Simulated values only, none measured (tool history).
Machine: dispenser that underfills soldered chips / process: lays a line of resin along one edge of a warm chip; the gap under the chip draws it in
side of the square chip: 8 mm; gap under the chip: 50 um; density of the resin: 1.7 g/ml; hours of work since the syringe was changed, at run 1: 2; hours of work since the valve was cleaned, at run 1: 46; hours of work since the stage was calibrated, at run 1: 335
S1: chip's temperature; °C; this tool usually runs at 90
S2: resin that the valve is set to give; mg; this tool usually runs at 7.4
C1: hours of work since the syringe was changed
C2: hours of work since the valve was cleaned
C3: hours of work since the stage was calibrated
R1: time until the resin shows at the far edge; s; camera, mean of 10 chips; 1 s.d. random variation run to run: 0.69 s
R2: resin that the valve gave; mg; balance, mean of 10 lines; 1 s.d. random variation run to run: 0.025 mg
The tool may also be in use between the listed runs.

run	hour	S1	S2	C1	C2	C3	R1	R2
1	0	90	7.4	2	46	335	77.8	7.31
# hour 11.1: new syringe of resin
2	12.3	90	7.4	1	56	344	74.7	7.25
3	21.7	90	7.4	8	63	352	140.2	7.26
# hour 24: new syringe of resin
4	31.2	90	7.4	6	70	359	108.3	7.24
# hour 36.6: new syringe of resin
5	37.8	90	7.4	1	75	364	71.9	7.25
# hour 49: new syringe of resin
6	49	90	7.4	0	84	372	69.1	7.24
7	56.7	90	7.4	6	90	378	113.7	7.17
# hour 62: new syringe of resin
8	63.3	90	7.4	1	95	383	73.8	7.19
9	70.8	90	7.4	7	101	389	124.3	7.17
# hour 74.7: new syringe of resin
10	80.9	90	7.4	5	108	397	105	7.14
# hour 87.2: new syringe of resin
11	90.2	90	7.4	2	115	404	85.2	7.17
12	95.9	101	7.4	7	120	408	80	7.14
# hour 100.5: new syringe of resin
13	102.5	101	7.4	2	125	413	50.2	7.05
14	111.7	101	7.4	9	132	421	95.5	7.1
# hour 112.8: new syringe of resin
# hour 113.8: dispensing valve cleaned and set on the balance
15	123.2	101	7.4	7	7	429	83.7	7.41
# hour 126.4: new syringe of resin
16	130.9	90	8.08	4	13	434	91.8	8.05
# hour 139: new syringe of resin
17	140	90	8.08	1	20	441	71.6	8.03
18	147.7	90	8.08	7	26	447	120.8	8.01
# hour 151.8: new syringe of resin
19	154.7	96	9.43	2	31	452	62.5	9.33
20	163.5	103	6.72	9	38	459	94	6.66
# hour 164.8: new syringe of resin
21	170.8	89	7.22	5	44	465	111.9	7.11
# hour 177.6: new syringe of resin
22	180.1	89	7.22	2	51	472	86	7.14
# hour 190.3: new syringe of resin
23	190.9	85	6.51	1	59	480	93.4	6.42
# hour 203.6: new syringe of resin
24	203.7	85	6.51	0	69	490	90.4	6.38
25	211.6	85	6.51	6	75	496	154.4	6.39
# hour 216: new syringe of resin
26	222	100	7	5	83	504	71.4	6.84
# hour 228.5: new syringe of resin
27	230.3	100	7	1	89	510	53.5	6.81
28	235.4	81	6.94	5	93	514	169.6	6.76
# hour 239.8: stage's temperature calibrated
# hour 242.2: new syringe of resin
29	246.3	104	6.52	3	101	5	51	6.32
# hour 255.1: new syringe of resin
30	256.5	90	7.89	1	108	13	69.6	7.64
31	263.5	103	6.72	7	114	18	70.6	6.5
# hour 267.8: new syringe of resin
32	270	89	7.04	2	119	23	79.2	6.76
33	277.4	89	6.71	8	124	29	133.2	6.46
# hour 280.6: new syringe of resin
34	284.4	89	6.71	3	130	34	89.2	6.45
# hour 290: dispensing valve cleaned and set on the balance
# hour 294.3: new syringe of resin
35	294.8	89	6.71	0	4	41	69.8	6.7

Forecast each of these 4 alternatives for the next run:
A	303.6	79	6.71	7	10	48	?	?
B	303.6	102	8.2	7	10	48	?	?
C	303.6	102	6.71	7	10	48	?	?
D	303.6	75	7.79	7	10	48	?	?

run	R1	R2
A	197.9	6.74
B	73.6	8.21
C	78.8	6.72
D	228.6	7.75
Stripped of hidden state, with their random variation kept, the same runs would have yielded:
run	R1	R2
A	101.4	6.77
B	37.9	8.25
C	40.4	6.75
D	117.9	7.78
